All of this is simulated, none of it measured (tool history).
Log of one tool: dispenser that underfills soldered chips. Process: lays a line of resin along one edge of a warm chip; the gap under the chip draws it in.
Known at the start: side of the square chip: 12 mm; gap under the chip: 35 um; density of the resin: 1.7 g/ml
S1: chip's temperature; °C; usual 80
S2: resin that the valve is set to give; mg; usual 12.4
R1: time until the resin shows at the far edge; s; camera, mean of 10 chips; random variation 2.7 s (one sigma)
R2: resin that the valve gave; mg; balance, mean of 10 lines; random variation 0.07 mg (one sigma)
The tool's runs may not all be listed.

Run 1, hour 0.0: usual settings. Result: R1 323.8 s, R2 12.32 mg.
Run 2, hour 6.9: usual settings. Result: R1 461.4 s, R2 12.29 mg.
At hour 11.5: new syringe of resin.
Run 3, hour 13.8: usual settings. Result: R1 292.1 s, R2 12.28 mg.
Run 4, hour 22.3: usual settings. Result: R1 458.7 s, R2 12.17 mg.
At hour 27.6: new syringe of resin.
Run 5, hour 30.2: usual settings but S2 11.2 mg. Result: R1 303.7 s, R2 11.00 mg.
Run 6, hour 35.1: usual settings but S2 11.2 mg. Result: R1 387.2 s, R2 11.03 mg.
Run 7, hour 42.5: usual settings but S2 11.2 mg. Result: R1 582.0 s, R2 11.07 mg.
At hour 43.3: new syringe of resin.
Run 8, hour 50.7: usual settings but S2 11.2 mg. Result: R1 396.8 s, R2 10.93 mg.
Run 9, hour 55.6: usual settings but S1 92 °C. Result: R1 351.4 s, R2 12.13 mg.
At hour 59.3: new syringe of resin.
Run 10, hour 59.5: usual settings but S1 92 °C. Result: R1 186.1 s, R2 12.08 mg.
Run 11, hour 67.7: usual settings but S1 92 °C. Result: R1 288.0 s, R2 12.02 mg.
At hour 75.1: new syringe of resin.
Run 12, hour 75.1: usual settings but S1 92 °C. Result: R1 187.5 s, R2 11.90 mg.
At hour 78.2: dispensing valve cleaned and set on the balance.
Run 13, hour 82.0: usual settings but S1 92 °C. Result: R1 249.2 s, R2 12.40 mg.
Run 14, hour 87.8: usual settings but S1 92 °C. Result: R1 341.2 s, R2 12.33 mg.
At hour 91.7: new syringe of resin.
Run 15, hour 93.3: usual settings but S1 92 °C. Result: R1 206.0 s, R2 12.31 mg.
Run 16, hour 97.3: usual settings but S1 92 °C. Result: R1 250.4 s, R2 12.31 mg.
Run 17, hour 104.7: usual settings but S1 92 °C. Result: R1 369.5 s, R2 12.32 mg.
At hour 107.2: new syringe of resin.
Run 18, hour 110.2: usual settings but S1 92 °C. Result: R1 215.4 s, R2 12.24 mg.
Run 19, hour 115.5: usual settings but S1 92 °C. Result: R1 293.4 s, R2 12.20 mg.
Run 20, hour 121.2: usual settings but S2 12.9 mg. Result: R1 543.4 s, R2 12.79 mg.
At hour 123.2: new syringe of resin.
Run 21, hour 126.1: usual settings but S1 84 °C, S2 12.5 mg. Result: R1 272.3 s, R2 12.30 mg.
Run 22, hour 131.3: usual settings but S1 71 °C, S2 14.9 mg. Result: R1 517.3 s, R2 14.54 mg.
At hour 139.4: new syringe of resin.
Run 23, hour 139.9: usual settings but S1 71 °C, S2 14.9 mg. Result: R1 342.9 s, R2 14.60 mg.
Run 24, hour 147.6: usual settings but S1 71 °C, S2 14.9 mg. Result: R1 506.7 s, R2 14.61 mg.
Run 25, hour 151.2: usual settings but S1 93 °C. Result: R1 335.9 s, R2 12.16 mg.
At hour 155.3: new syringe of resin.
Run 26, hour 159.3: usual settings but S1 77 °C, S2 12.9 mg. Result: R1 336.6 s, R2 12.60 mg.
Run 27, hour 166.3: usual settings but S2 11.6 mg. Result: R1 471.2 s, R2 11.19 mg.
At hour 171.2: new syringe of resin.
At hour 172.2: dispensing valve cleaned and set on the balance.
Run 28, hour 175.0: usual settings but S1 73 °C, S2 12.1 mg. Result: R1 373.1 s, R2 12.04 mg.
Run 29, hour 181.1: usual settings but S1 73 °C, S2 12.1 mg. Result: R1 510.0 s, R2 11.90 mg.
Run 30, hour 187.1: usual settings but S1 74 °C, S2 15.5 mg. Result: R1 671.7 s, R2 15.42 mg.
At hour 187.9: new syringe of resin.
Run 31, hour 195.3: usual settings but S1 74 °C, S2 15.5 mg. Result: R1 448.4 s, R2 15.21 mg.
Run 32, hour 201.6: usual settings but S1 69 °C, S2 11.2 mg. Result: R1 772.0 s, R2 11.00 mg.
At hour 203.7: new syringe of resin.
Run 33, hour 206.3: usual settings but S1 81 °C, S2 11.2 mg. Result: R1 292.1 s, R2 11.00 mg.
Run 34, hour 212.2: usual settings but S1 81 °C, S2 11.2 mg. Result: R1 397.4 s, R2 11.07 mg.
Run 35, hour 216.7: usual settings but S1 92 °C, S2 13.8 mg. Result: R1 355.7 s, R2 13.39 mg.

Forecast each of these 3 alternatives for the next run:
At hour 219.4: new syringe of resin.
Run A, hour 222.0: usual settings but S1 69 °C, S2 11.3 mg. Result: R1 ?, R2 ?.
At hour 219.4: new syringe of resin.
Run B, hour 222.0: usual settings but S1 86 °C, S2 12.5 mg. Result: R1 ?, R2 ?.
At hour 219.4: new syringe of resin.
Run C, hour 222.0: usual settings but S1 81 °C, S2 12.5 mg. Result: R1 ?, R2 ?.

run     R1     R2
  A  433.5  11.18
  B  248.7  12.26
  C  288.2  12.24
Without the tool's hidden state the same runs would have given:
run     R1     R2
  A  383.3  11.43
  B  219.9  12.54
  C  255.0  12.52
